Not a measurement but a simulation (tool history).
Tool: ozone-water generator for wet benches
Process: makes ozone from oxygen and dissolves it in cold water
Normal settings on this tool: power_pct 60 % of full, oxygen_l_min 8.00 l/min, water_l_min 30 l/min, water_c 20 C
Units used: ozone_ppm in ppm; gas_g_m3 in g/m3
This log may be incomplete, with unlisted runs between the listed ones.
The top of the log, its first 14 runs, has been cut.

Run 15, hour 458.5: usual settings but water_c 13 C. Result: ozone_ppm 20.3 ppm, gas_g_m3 207.7 g/m3.
Run 16, hour 493.6: usual settings but water_c 13 C. Result: ozone_ppm 20.7 ppm, gas_g_m3 208.4 g/m3.
Run 17, hour 511.0: usual settings but water_c 13 C. Result: ozone_ppm 20.7 ppm, gas_g_m3 209.3 g/m3.
Run 18, hour 529.2: usual settings but water_l_min 20 l/min, water_c 12 C. Result: ozone_ppm 29.9 ppm, gas_g_m3 208.7 g/m3.
Run 19, hour 554.6: usual settings but water_l_min 20 l/min, water_c 12 C. Result: ozone_ppm 29.8 ppm, gas_g_m3 210.3 g/m3.
Run 20, hour 583.4: usual settings but water_l_min 20 l/min, water_c 12 C. Result: ozone_ppm 29.9 ppm, gas_g_m3 205.2 g/m3.
Run 21, hour 624.3: usual settings but power_pct 43 % of full, oxygen_l_min 13.71 l/min, water_l_min 43 l/min, water_c 24 C. Result: ozone_ppm 9.5 ppm, gas_g_m3 120.7 g/m3.
Run 22, hour 655.6: usual settings but power_pct 94 % of full, oxygen_l_min 7.76 l/min, water_l_min 40 l/min, water_c 23 C. Result: ozone_ppm 17.6 ppm, gas_g_m3 277.6 g/m3.
Run 23, hour 683.3: usual settings but oxygen_l_min 12.69 l/min, water_c 12 C. Result: ozone_ppm 19.5 ppm, gas_g_m3 154.2 g/m3.
Run 24, hour 717.4: usual settings but oxygen_l_min 12.69 l/min, water_c 12 C. Result: ozone_ppm 19.7 ppm, gas_g_m3 155.3 g/m3.
Run 25, hour 748.1: usual settings but oxygen_l_min 12.69 l/min, water_l_min 21 l/min, water_c 23 C. Result: ozone_ppm 20.5 ppm, gas_g_m3 155.1 g/m3.
Run 26, hour 773.6: usual settings but power_pct 64 % of full, oxygen_l_min 12.63 l/min, water_l_min 21 l/min, water_c 25 C. Result: ozone_ppm 20.8 ppm, gas_g_m3 158.9 g/m3.
Run 27, hour 807.6: usual settings but water_c 19 C. Result: ozone_ppm 18.6 ppm, gas_g_m3 207.9 g/m3.
Run 28, hour 844.6: usual settings but power_pct 88 % of full, oxygen_l_min 12.77 l/min, water_c 21 C. Result: ozone_ppm 21.0 ppm, gas_g_m3 191.6 g/m3.
Run 29, hour 870.2: usual settings but power_pct 88 % of full, oxygen_l_min 12.77 l/min, water_c 21 C. Result: ozone_ppm 20.9 ppm, gas_g_m3 190.9 g/m3.
Run 30, hour 904.3: usual settings but power_pct 88 % of full, oxygen_l_min 12.77 l/min, water_c 21 C. Result: ozone_ppm 20.9 ppm, gas_g_m3 192.4 g/m3.
Run 31, hour 936.3: usual settings but oxygen_l_min 4.41 l/min, water_l_min 20 l/min. Result: ozone_ppm 28.6 ppm, gas_g_m3 305.6 g/m3.
Run 32, hour 963.1: usual settings but oxygen_l_min 4.41 l/min, water_l_min 20 l/min. Result: ozone_ppm 28.3 ppm, gas_g_m3 306.8 g/m3.

Each row is a separate what-if for the run after 32, all from the same tool condition, not one after another. Results?
Run A, hour 991.5: usual settings but power_pct 57 % of full. Result: ozone_ppm ?, gas_g_m3 ?.
Run B, hour 991.5: usual settings but power_pct 68 % of full, oxygen_l_min 6.23 l/min, water_l_min 20 l/min. Result: ozone_ppm ?, gas_g_m3 ?.
Run C, hour 991.5: usual settings but power_pct 40 % of full, oxygen_l_min 11.01 l/min, water_c 17 C. Result: ozone_ppm ?, gas_g_m3 ?.
Run D, hour 991.5: usual settings but oxygen_l_min 9.11 l/min, water_l_min 29 l/min. Result: ozone_ppm ?, gas_g_m3 ?.
Run E, hour 991.5: usual settings but power_pct 42 % of full, oxygen_l_min 4.41 l/min, water_l_min 20 l/min. Result: ozone_ppm ?, gas_g_m3 ?.

run  ozone_ppm  gas_g_m3
  A       17.9     201.9
  B       29.2     263.2
  C       14.1     133.1
  D       18.6     193.3
  E       23.0     249.7
With the hidden condition removed and each run's random variation left untouched, the same runs would have given:
run  ozone_ppm  gas_g_m3
  A       19.8     207.7
  B       31.9     271.6
  C       15.5     135.9
  D       20.6     199.0
  E       25.0     255.2
